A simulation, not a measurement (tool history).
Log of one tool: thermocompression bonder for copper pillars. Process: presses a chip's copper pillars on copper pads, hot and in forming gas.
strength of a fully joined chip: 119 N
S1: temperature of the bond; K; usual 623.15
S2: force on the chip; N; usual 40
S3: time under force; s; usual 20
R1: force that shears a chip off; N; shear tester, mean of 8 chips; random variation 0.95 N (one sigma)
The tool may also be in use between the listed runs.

Run 1, hour 0.0: usual settings. Result: R1 87.2 N.
Run 2, hour 32.8: usual settings. Result: R1 87.5 N.
Run 3, hour 90.9: usual settings. Result: R1 87.1 N.
Run 4, hour 129.6: usual settings. Result: R1 86.9 N.
Run 5, hour 179.2: usual settings. Result: R1 87.4 N.
Run 6, hour 231.1: usual settings. Result: R1 88.8 N.
Run 7, hour 295.3: usual settings. Result: R1 86.9 N.
Run 8, hour 334.7: usual settings. Result: R1 88.0 N.
Run 9, hour 381.2: usual settings. Result: R1 87.9 N.
At hour 446.9: forming gas filter changed.
Run 10, hour 448.3: usual settings but S1 650.15 K, S2 34 N, S3 45 s. Result: R1 108.0 N.
Run 11, hour 484.8: usual settings but S1 650.15 K, S2 34 N, S3 45 s. Result: R1 108.8 N.
Run 12, hour 545.8: usual settings but S1 650.15 K, S2 34 N, S3 45 s. Result: R1 108.0 N.
Run 13, hour 610.5: usual settings but S1 650.15 K, S2 34 N, S3 45 s. Result: R1 108.0 N.
Run 14, hour 657.4: usual settings but S1 650.15 K, S2 34 N, S3 45 s. Result: R1 107.2 N.
Run 15, hour 693.3: usual settings but S2 47 N, S3 15 s. Result: R1 89.2 N.

Forecast run 16:
Run 16, hour 735.6: usual settings but S1 636.15 K, S2 53 N, S3 30 s. Result: R1 ?.

{"run 16": {"R1": 109.5}}
Without the tool's hidden state the same run would have given R1 109.7 N.
